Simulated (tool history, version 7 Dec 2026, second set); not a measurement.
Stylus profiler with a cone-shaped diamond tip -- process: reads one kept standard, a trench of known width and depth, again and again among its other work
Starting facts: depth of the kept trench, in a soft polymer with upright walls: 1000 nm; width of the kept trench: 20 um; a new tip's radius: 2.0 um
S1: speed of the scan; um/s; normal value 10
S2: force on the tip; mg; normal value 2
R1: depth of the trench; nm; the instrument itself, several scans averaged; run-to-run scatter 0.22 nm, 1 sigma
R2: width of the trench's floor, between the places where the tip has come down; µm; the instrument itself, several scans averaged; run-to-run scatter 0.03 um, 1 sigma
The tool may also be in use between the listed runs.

run,day,S1,S2,R1,R2
1,0,10,2,1001.35,14.34
# day 1.533: new tip fitted, height scale calibrated
2,4.3,10,2,1006.76,16.37
3,7.188,10,2,1006.76,16.23
4,9.65,10,0.83,1003.26,16.18
5,13.625,18,2,1005.85,16.1
6,16.875,18,2,1005.92,16
7,20.808,18,2,1005.93,15.91
8,23.758,10,2,1006.05,15.87
9,26.596,10,2,1005.13,15.82
10,30.971,10,2,1005.32,15.76
11,34.462,4,2,1005.16,15.71
12,37.617,4,1.42,1003.37,15.63
13,39.9,4,1.42,1003.09,15.58
14,44.1,10,4.19,1008.82,15.56
15,48.508,10,1.01,1002.03,15.41
16,52.825,10,1.01,1001.21,15.31
17,56.221,10,1.01,1001.46,15.25
18,60.238,4,1.01,1000.9,15.24
19,65.129,4,1.01,1000.58,15.08
20,67.646,4,4.18,1007.54,15.1
21,71.033,4,4.18,1007.28,15.01
22,75.946,4,4.18,1007.46,14.94
23,79.654,10,2,1002.39,14.85
24,83.471,10,5.68,1009.37,14.8
25,87.704,11,1.34,1000.15,14.7
26,90.733,32,0.79,998.63,14.5
27,95.496,22,1.61,1000.39,14.49
28,98.058,23,2,1001.48,14.5
29,101.15,7,1.56,1000.3,14.51
30,105.596,7,1.56,1000.33,14.41
31,108.688,35,1.48,999.62,14.19
# day 111.021: new tip fitted, height scale calibrated
32,112.65,10,1.02,1003.71,16.44
33,116.042,20,1.01,1003.56,16.28
34,119.75,20,1.01,1003.51,16.13
35,123.35,5,3.48,1009.18,16.19
36,127.746,5,0.88,1002.54,16
37,131.771,18,4.84,1011.15,16.02
38,136.742,38,1.26,1003.08,15.69
39,141.142,38,1.26,1003.27,15.61
40,144.196,4,1.16,1002.7,15.76
41,146.804,4,1.16,1002.28,15.67
42,150.721,4,3.33,1006.96,15.7
43,155.333,10,4.57,1009.17,15.53
44,159.325,26,5.84,1011.28,15.43
45,161.846,31,3.61,1006.76,15.32
46,164.738,22,4.17,1007.75,15.32
47,169.708,22,4.17,1007.58,15.26

3 options for the next run, each taken on its own from the tool as it stands now. Forecast them:
A,172.158,15,4.03,?,?
B,172.158,4,1.91,?,?
C,172.158,3,2.69,?,?

run,R1,R2
A,1007.46,15.15
B,1002.79,15.25
C,1004.35,15.23
Take away the tool's hidden state, keep each run's random variation, and the runs would have read:
run,R1,R2
A,1011.43,16.44
B,1006.74,16.53
C,1008.3,16.51

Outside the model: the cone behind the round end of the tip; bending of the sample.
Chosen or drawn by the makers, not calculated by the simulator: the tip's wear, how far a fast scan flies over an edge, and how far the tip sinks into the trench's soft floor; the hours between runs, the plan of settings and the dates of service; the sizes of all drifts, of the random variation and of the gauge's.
